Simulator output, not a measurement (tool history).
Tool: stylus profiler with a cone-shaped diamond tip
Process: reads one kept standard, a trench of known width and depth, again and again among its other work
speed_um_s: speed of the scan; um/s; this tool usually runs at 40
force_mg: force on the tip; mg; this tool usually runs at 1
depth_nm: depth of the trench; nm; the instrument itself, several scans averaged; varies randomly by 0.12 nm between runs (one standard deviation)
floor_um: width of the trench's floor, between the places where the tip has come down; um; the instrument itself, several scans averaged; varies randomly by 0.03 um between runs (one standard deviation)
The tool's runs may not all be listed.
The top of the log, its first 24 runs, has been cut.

run,hour,speed_um_s,force_mg,scans with this tip,hours of work since the height scale was calibrated,depth_nm,floor_um
25,1907.3,42,0.35,15654,903,999.27,95.07
26,1976.3,29,0.35,15974,941,999.27,95.25
# hour 1983.3: height scale calibrated on a step standard
27,2041.2,60,2.75,16273,32,1007.54,95.29
28,2127.5,60,2.75,16673,79,1007.47,95.24
29,2218.4,60,2.75,17095,129,1007.3,95.23
30,2294.9,60,2.75,17450,171,1007.26,95.21
31,2374,21,0.48,17817,214,1001.73,95.19
32,2453.3,21,0.48,18185,258,1001.73,95.23
33,2534,21,0.48,18559,302,1001.57,95.18
34,2599.4,107,0.51,18862,338,1001.49,94.32
35,2664.6,107,0.51,19165,374,1001.56,94.27
36,2723.9,19,0.51,19440,406,1001.31,95.2
37,2770.8,19,0.51,19658,432,1001.31,95.17
38,2872.9,58,2.38,20132,488,1005.53,95.04
39,2981,58,2.38,20633,548,1005.49,94.97
40,3069.3,15,2.98,21043,596,1006.35,95.2
41,3116.7,16,0.53,21263,622,1000.91,95.05
42,3162.4,48,1.28,21475,647,1002.81,94.97
43,3231.7,48,1.28,21796,685,1002.59,95.05
44,3284.6,45,2.16,22042,714,1004.67,94.97
45,3381.4,45,2.16,22491,767,1004.27,95.01
46,3432.1,49,0.38,22726,795,999.81,94.65

Here are 4 independent what-if runs from the current tool condition. What would each one return?
A,3536.9,15,0.52,23212,853,?,?
B,3536.9,36,1.01,23212,853,?,?
C,3536.9,49,1,23212,853,?,?
D,3536.9,13,0.86,23212,853,?,?

run,depth_nm,floor_um
A,1000.06,95
B,1001.64,94.84
C,1001.3,94.79
D,1001.16,95.08
With no hidden state in the tool, these same runs would have given:
run,depth_nm,floor_um
A,1002.35,96.39
B,1003.94,96.23
C,1003.59,96.18
D,1003.45,96.47
